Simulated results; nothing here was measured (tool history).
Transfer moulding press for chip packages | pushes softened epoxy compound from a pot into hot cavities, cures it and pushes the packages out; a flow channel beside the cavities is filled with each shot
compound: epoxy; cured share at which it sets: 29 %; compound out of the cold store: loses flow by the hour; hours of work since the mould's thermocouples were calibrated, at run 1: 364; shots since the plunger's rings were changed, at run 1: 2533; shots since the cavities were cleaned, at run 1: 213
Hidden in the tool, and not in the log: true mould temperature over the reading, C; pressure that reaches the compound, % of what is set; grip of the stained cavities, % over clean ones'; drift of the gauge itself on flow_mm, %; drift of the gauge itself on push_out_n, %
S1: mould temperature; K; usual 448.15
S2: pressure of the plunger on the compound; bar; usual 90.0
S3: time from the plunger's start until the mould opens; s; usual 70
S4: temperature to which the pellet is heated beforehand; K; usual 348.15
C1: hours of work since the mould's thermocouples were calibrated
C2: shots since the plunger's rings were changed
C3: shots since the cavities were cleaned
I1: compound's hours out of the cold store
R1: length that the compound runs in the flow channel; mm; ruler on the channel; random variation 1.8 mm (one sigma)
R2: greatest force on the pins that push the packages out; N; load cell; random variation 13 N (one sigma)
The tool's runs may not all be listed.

run	hour	S1	S2	S3	S4	C1	C2	C3	I1	R1	R2
1	0.0	448.15	90.0	70	348.15	364	2533	213	26.0	903	773
# hour 20.7: cavities cleaned with cleaning compound and waxed
2	24.3	448.15	90.0	70	348.15	380	2952	66	12.6	990	777
3	36.3	448.15	90.0	70	348.15	388	3172	286	19.9	935	847
# hour 52.4: cavities cleaned with cleaning compound and waxed
4	57.2	448.15	107.3	70	348.15	401	3529	89	46.6	844	694
# hour 67.3: plunger's sealing rings changed
5	72.8	448.15	107.3	70	348.15	411	101	329	46.4	876	796
# hour 87.0: cavities cleaned with cleaning compound and waxed
6	94.9	448.15	107.3	70	348.15	425	479	145	20.9	1040	809
7	109.4	448.15	90.0	63	348.15	435	746	412	42.0	818	1062
# hour 119.8: cavities cleaned with cleaning compound and waxed
8	122.8	448.15	90.0	63	348.15	443	964	55	36.0	854	897
9	139.0	448.15	90.0	63	348.15	455	1261	352	33.7	864	1072
# hour 151.4: cavities cleaned with cleaning compound and waxed
10	155.6	448.15	90.0	63	348.15	465	1539	77	37.9	838	912
11	179.0	448.15	90.0	70	348.15	482	1969	507	12.4	1001	926
# hour 184.5: cavities cleaned with cleaning compound and waxed
12	200.0	448.15	90.0	70	348.15	495	2328	286	39.1	826	803
# hour 216.8: cavities cleaned with cleaning compound and waxed
13	221.0	448.15	90.0	70	348.15	509	2686	77	20.3	939	741
14	240.3	448.15	77.0	70	348.15	522	3041	432	31.0	804	875
# hour 248.8: cavities cleaned with cleaning compound and waxed
15	258.2	448.15	77.0	70	348.15	534	3342	172	16.8	888	804
16	270.4	445.15	88.7	70	348.15	542	3566	396	44.9	789	992
# hour 279.5: plunger's sealing rings changed
# hour 284.3: cavities cleaned with cleaning compound and waxed
17	293.1	445.15	88.7	70	348.15	555	223	162	43.1	821	859
18	311.2	455.15	100.2	75	344.15	568	555	494	37.3	879	623
# hour 316.7: cavities cleaned with cleaning compound and waxed
19	333.1	448.15	74.2	51	354.15	582	930	300	35.2	780	1680
# hour 337.4: mould's thermocouples calibrated
# hour 351.7: cavities cleaned with cleaning compound and waxed
20	359.7	440.15	90.0	70	348.15	15	1356	148	14.8	1015	1290
21	376.6	448.15	72.2	70	354.15	26	1666	458	47.2	700	778
# hour 384.5: cavities cleaned with cleaning compound and waxed
22	397.5	448.15	90.0	93	348.15	40	2022	238	13.2	989	540
# hour 416.0: cavities cleaned with cleaning compound and waxed
23	416.7	448.15	90.0	93	348.15	52	2347	13	39.6	822	459
24	427.6	448.15	90.0	93	348.15	60	2548	214	32.1	863	523
# hour 447.6: cavities cleaned with cleaning compound and waxed
25	449.1	448.15	90.0	62	357.15	74	2914	27	13.1	985	941
26	463.2	448.15	90.0	62	357.15	84	3174	287	39.5	815	988
# hour 478.8: cavities cleaned with cleaning compound and waxed
27	480.4	449.15	90.0	70	348.15	95	3461	28	44.9	781	632

3 ways to go on from here, each from the tool as it stands after run 27. What would each give?
# hour 494.3: plunger's sealing rings changed
A	499.3	448.15	75.0	91	348.15	106	93	331	24.4	?	?
# hour 494.3: plunger's sealing rings changed
B	499.3	449.15	90.0	70	353.15	106	93	331	8.2	?	?
# hour 494.3: plunger's sealing rings changed
C	499.3	454.15	90.0	70	348.15	106	93	331	25.0	?	?

run	R1	R2
A	853	589
B	1040	825
C	904	616
Without the tool's hidden state the same runs would have given:
run	R1	R2
A	854	473
B	1042	662
C	905	495

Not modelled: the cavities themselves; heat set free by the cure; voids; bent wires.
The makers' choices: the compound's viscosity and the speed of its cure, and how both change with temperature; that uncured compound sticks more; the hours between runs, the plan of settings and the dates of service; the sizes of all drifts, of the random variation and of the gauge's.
